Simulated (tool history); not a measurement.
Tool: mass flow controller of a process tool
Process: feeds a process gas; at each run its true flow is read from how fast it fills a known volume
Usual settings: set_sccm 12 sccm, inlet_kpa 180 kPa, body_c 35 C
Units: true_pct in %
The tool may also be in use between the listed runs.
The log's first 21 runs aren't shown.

run 22 hour=2886.7 | set_sccm=5 inlet_kpa=142 body_c=35 | true_pct=98.55
run 23 hour=3057.4 | set_sccm=5 inlet_kpa=142 body_c=35 | true_pct=98.59
run 24 hour=3217.1 | set_sccm=12 inlet_kpa=256 body_c=27 | true_pct=99.25
run 25 hour=3358.4 | set_sccm=12 inlet_kpa=256 body_c=27 | true_pct=99.31
run 26 hour=3498.8 | set_sccm=12 inlet_kpa=172 body_c=27 | true_pct=99.89
run 27 hour=3702.5 | set_sccm=16 inlet_kpa=237 body_c=39 | true_pct=99.01
run 28 hour=3801.5 | set_sccm=16 inlet_kpa=237 body_c=36 | true_pct=99.29
run 29 hour=3953.2 | set_sccm=16 inlet_kpa=237 body_c=36 | true_pct=99.38
run 30 hour=4107.2 | set_sccm=3 inlet_kpa=150 body_c=34 | true_pct=97.23

The next listed run, before its measurement:
run 31 hour=4216.3 | set_sccm=10 inlet_kpa=193 body_c=34 | true_pct=?

true_pct: 99.12 %
Without the tool's hidden state the same run would have given true_pct 99.10 %.

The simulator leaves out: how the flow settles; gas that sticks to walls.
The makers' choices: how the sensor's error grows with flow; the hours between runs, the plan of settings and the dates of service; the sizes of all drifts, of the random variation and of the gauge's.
